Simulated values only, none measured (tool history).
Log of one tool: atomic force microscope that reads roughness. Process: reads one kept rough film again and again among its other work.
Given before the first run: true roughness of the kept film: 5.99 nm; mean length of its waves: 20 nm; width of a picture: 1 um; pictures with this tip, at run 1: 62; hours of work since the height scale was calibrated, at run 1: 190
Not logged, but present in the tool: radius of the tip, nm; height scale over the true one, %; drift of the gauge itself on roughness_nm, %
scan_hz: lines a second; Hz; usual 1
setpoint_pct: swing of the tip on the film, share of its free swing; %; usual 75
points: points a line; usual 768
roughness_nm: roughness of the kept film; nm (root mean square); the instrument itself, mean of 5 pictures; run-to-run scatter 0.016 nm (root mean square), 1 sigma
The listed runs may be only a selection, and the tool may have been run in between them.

run,day,scan_hz,setpoint_pct,points,pictures with this tip,hours of work since the height scale was calibrated,roughness_nm
1,0,1,75,768,62,190,3.043
2,0.962,1,75,768,91,201,2.847
3,2.804,1,75,768,146,222,2.522
4,4.446,1,57,768,195,241,2.403
# day 4.642: new tip fitted
5,6.092,1,57,768,43,260,3.509
6,7.492,1,75,768,85,277,2.966
7,9.421,1,75,347,143,299,2.529
# day 11.325: new tip fitted
8,11.371,1,75,347,2,322,3.772
9,13.142,1,75,347,54,342,3.22
10,14.283,1.8,75,768,89,356,2.822
11,15.962,1.8,75,768,139,375,2.502
12,17.496,1.8,75,768,185,393,2.3
# day 17.946: new tip fitted
13,19.108,1.8,75,768,35,412,3.212
14,20.688,1.8,75,768,82,430,2.8
15,21.571,1.8,75,768,109,440,2.655
16,23.188,1.8,75,768,157,459,2.387
17,24.017,0.67,75,768,182,469,2.432
# day 24.517: new tip fitted
18,25.567,0.67,75,768,31,487,3.592
19,27.338,0.67,75,768,84,507,3.115
20,29.304,0.67,75,768,143,530,2.758
21,31.029,1,75,771,195,550,2.392
# day 31.217: new tip fitted
22,33.029,1,75,771,54,573,3.286
23,34.621,1,75,768,101,592,2.891
24,36.4,1,75,768,154,613,2.565
25,37.633,1.12,75,768,191,627,2.366
# day 37.842: new tip fitted
26,39.017,1.12,75,768,35,643,3.439
27,39.979,2.62,75,777,64,654,2.824
28,41.138,1,55,768,98,667,3.051
29,42.546,1.19,56,768,140,684,2.763
30,43.862,2.52,66,440,180,699,2.28
# day 44.483: new tip fitted
31,45.371,2.52,66,440,27,717,3.388
32,47.412,0.68,76,440,88,740,2.991
33,48.308,2.78,60,440,115,751,2.742
34,49.254,3.24,58,282,143,762,2.513
35,50.417,0.54,83,768,178,775,2.451
# day 51.071: new tip fitted
36,52.021,0.56,75,420,28,794,3.546
37,53.446,0.56,75,420,71,810,3.119
38,55.408,1,79,753,129,833,2.62
39,56.729,2.38,68,768,169,849,2.331
# day 57.721: new tip fitted
40,57.812,3.33,58,820,2,861,3.782
41,59.733,0.66,61,768,60,883,3.406
42,60.833,3.39,79,855,93,896,2.412
43,61.954,1.79,56,768,126,909,2.802
44,63.792,1.79,63,768,181,931,2.427
# day 64.346: new tip fitted
45,65.029,1.79,63,768,20,945,3.646
46,67.054,1.79,75,302,81,968,2.786
47,68.779,1,65,336,132,988,2.7
48,70.188,1,65,336,174,1005,2.492
# day 71.012: new tip fitted
49,72.079,0.95,56,768,31,1027,3.669
50,73.3,0.95,56,768,68,1041,3.276
51,74.942,0.68,76,488,117,1060,2.813
52,76.933,0.8,76,462,176,1083,2.401

3 options for the next run, each taken on its own from the tool as it stands now. Forecast them:
# day 77.625: new tip fitted
A,78.038,2.13,61,709,13,1096,?
# day 77.625: new tip fitted
B,78.038,0.8,89,462,13,1096,?
# day 77.625: new tip fitted
C,78.038,2.72,77,432,13,1096,?

run,roughness_nm
A,3.72
B,3.568
C,3.203
Without the tool's hidden state the same runs would have given:
run,roughness_nm
A,3.932
B,3.771
C,3.385
